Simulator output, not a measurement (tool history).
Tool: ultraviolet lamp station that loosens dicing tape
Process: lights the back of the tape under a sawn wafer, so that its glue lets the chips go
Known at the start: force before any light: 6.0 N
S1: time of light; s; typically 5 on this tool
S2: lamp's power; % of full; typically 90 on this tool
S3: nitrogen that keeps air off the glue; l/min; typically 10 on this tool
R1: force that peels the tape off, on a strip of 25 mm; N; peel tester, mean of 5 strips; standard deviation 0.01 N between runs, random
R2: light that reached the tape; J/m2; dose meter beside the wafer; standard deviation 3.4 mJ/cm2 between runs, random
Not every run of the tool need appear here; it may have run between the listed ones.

run,day,S1,S2,S3,R1,R2
1,0,5,90,10,0.585,4970
2,0.579,5,90,17,0.395,4980
3,0.938,5,90,10,0.547,4940
4,1.575,5,90,4,1.119,4900
5,1.896,5,90,4,1.141,4940
6,2.258,6,90,10,0.393,5880
# day 2.308: window cleaned of glue's vapour
7,2.75,9,89,10,0.163,8390
8,3.142,8,89,10,0.204,7540
# day 3.5: window cleaned of glue's vapour, once more
9,3.662,8,89,10,0.184,7950
10,4.104,9,90,10,0.124,9020

Pick out some run-to-run changes in R1. Of each, how much would a tool without hidden state show as well, from the settings, what came in and chance, and how much is left for the hidden state and any gauge scatter not in both results compared?
The tool's hidden condition here consists of: lamp's light, % of a new lamp's; light that the window lets through, % of a clean one's; drift of the gauge itself on peel_n, %; drift of the gauge itself on dose_mj_cm2, %.
Run 5 -> 6: S1 5 -> 6, S3 4 -> 10. R1 -0.748 N: hidden state -0.101, all else -0.647.
